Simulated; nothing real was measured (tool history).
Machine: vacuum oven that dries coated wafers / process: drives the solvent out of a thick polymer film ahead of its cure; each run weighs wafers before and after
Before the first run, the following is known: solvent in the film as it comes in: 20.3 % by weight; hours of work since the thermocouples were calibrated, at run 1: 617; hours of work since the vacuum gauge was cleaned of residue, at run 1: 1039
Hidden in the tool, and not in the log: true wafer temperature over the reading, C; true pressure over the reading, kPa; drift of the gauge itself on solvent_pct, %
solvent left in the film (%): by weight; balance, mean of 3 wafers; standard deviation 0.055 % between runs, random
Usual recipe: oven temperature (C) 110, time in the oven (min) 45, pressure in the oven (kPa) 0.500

run	hour	oven temperature (C)	time in the oven (min)	pressure in the oven (kPa)	hours of work since the thermocouples were calibrated	hours of work since the vacuum gauge was cleaned of residue	solvent left in the film (%)
1	0.0	110	45	0.500	617	1039	2.88
2	30.4	121	45	0.500	639	1061	0.77
3	73.9	110	45	0.500	669	1091	3.04
4	114.8	110	45	0.500	698	1120	3.10
5	152.5	110	45	0.500	724	1146	3.04
6	194.8	110	45	0.500	754	1176	3.12
7	258.2	110	71	0.500	798	1220	1.50
8	309.0	110	22	0.500	834	1256	7.29
9	336.5	110	22	0.500	853	1275	7.11
# hour 343.0: vacuum gauge cleaned of residue and calibrated
10	401.5	124	24	1.786	897	41	2.81
11	466.5	124	45	0.500	943	86	0.66
12	519.9	99	45	0.500	980	124	7.04
13	570.6	99	45	0.500	1016	159	7.26
14	633.6	99	45	0.629	1060	204	7.46
# hour 676.2: vacuum gauge cleaned of residue and calibrated, once more
15	684.1	101	55	0.346	1094	5	4.80

What if the next run were any one of these 4? Each begins from the tool's condition after run 15:
# hour 731.5: oven's thermocouples calibrated
A	742.0	110	61	0.500	7	45	?
# hour 731.5: oven's thermocouples calibrated
B	742.0	110	45	0.433	7	45	?
# hour 731.5: oven's thermocouples calibrated
C	742.0	123	43	0.346	7	45	?
# hour 731.5: oven's thermocouples calibrated
D	742.0	125	30	1.100	7	45	?

run	solvent left in the film (%)
A	1.36
B	2.48
C	0.49
D	1.22
With no hidden state in the tool, these same runs would have given:
run	solvent left in the film (%)
A	1.26
B	2.34
C	0.45
D	1.14

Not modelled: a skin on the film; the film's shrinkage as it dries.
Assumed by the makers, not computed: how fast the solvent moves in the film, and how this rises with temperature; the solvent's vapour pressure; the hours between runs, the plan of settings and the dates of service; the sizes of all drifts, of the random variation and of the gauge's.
